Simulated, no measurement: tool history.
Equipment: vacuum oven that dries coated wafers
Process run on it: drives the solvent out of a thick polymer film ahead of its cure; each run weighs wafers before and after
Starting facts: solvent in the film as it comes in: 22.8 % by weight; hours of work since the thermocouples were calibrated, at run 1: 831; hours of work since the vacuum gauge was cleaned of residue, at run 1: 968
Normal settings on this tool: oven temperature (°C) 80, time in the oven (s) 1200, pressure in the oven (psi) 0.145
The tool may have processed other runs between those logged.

run	hour	oven temperature (°C)	time in the oven (s)	pressure in the oven (psi)	hours of work since the thermocouples were calibrated	hours of work since the vacuum gauge was cleaned of residue	solvent left in the film (%)
1	0.0	80	1200	0.145	831	968	1.14
2	35.4	80	1200	0.579	853	991	2.59
3	84.8	80	1200	0.579	885	1023	2.54
4	127.6	80	1200	0.579	913	1050	2.57
5	157.8	80	1200	0.145	932	1070	1.13
6	178.5	80	1200	0.145	945	1083	1.13

Run 7, settings as shown, results not yet in. Your forecast:
7	223.2	80	960	0.145	974	1112	?

Run 7 produced solvent left in the film (%) 1.75.
If the tool had no hidden condition, the same run with the same run-to-run variation would have returned solvent left in the film (%) 1.75.

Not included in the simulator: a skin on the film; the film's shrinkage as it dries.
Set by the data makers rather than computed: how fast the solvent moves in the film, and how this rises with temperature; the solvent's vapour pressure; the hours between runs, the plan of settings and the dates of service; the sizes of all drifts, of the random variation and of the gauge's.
